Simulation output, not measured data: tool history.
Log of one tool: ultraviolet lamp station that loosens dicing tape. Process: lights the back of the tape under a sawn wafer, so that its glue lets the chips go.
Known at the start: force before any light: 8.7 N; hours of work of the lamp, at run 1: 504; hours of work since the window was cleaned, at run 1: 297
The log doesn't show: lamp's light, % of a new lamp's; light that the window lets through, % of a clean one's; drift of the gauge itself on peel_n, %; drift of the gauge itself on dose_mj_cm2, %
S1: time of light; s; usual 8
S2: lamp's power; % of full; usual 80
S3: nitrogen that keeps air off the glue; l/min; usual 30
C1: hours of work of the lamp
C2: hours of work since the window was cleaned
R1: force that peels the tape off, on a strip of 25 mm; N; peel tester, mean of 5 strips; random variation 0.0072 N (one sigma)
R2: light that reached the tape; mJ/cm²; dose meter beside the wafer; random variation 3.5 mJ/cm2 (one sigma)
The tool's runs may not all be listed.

run 1 hour=0 | S1=8 S2=80 S3=30 | C1=504 C2=297 | R1=0.257 R2=574
run 2 hour=18.5 | S1=8 S2=80 S3=30 | C1=515 C2=308 | R1=0.284 R2=572
run 3 hour=41.6 | S1=8 S2=80 S3=30 | C1=528 C2=321 | R1=0.256 R2=569
run 4 hour=82.9 | S1=13 S2=80 S3=30 | C1=552 C2=346 | R1=0.106 R2=935
run 5 hour=101.4 | S1=14 S2=80 S3=30 | C1=563 C2=356 | R1=0.107 R2=1001
run 6 hour=136.9 | S1=14 S2=80 S3=30 | C1=584 C2=377 | R1=0.096 R2=1005
run 7 hour=161.4 | S1=13 S2=80 S3=30 | C1=598 C2=391 | R1=0.105 R2=937
run 8 hour=187.6 | S1=13 S2=80 S3=30 | C1=613 C2=406 | R1=0.101 R2=935
run 9 hour=225.5 | S1=7 S2=80 S3=30 | C1=635 C2=428 | R1=0.366 R2=502

Forecast run 10:
run 10 hour=252.2 | S1=7 S2=80 S3=30 | C1=651 C2=444 | R1=? R2=?

Run 10 gave R1 0.374 N, R2 503 mJ/cm².
Without the tool's hidden state the same run would have given R1 0.374 N, R2 503 mJ/cm².

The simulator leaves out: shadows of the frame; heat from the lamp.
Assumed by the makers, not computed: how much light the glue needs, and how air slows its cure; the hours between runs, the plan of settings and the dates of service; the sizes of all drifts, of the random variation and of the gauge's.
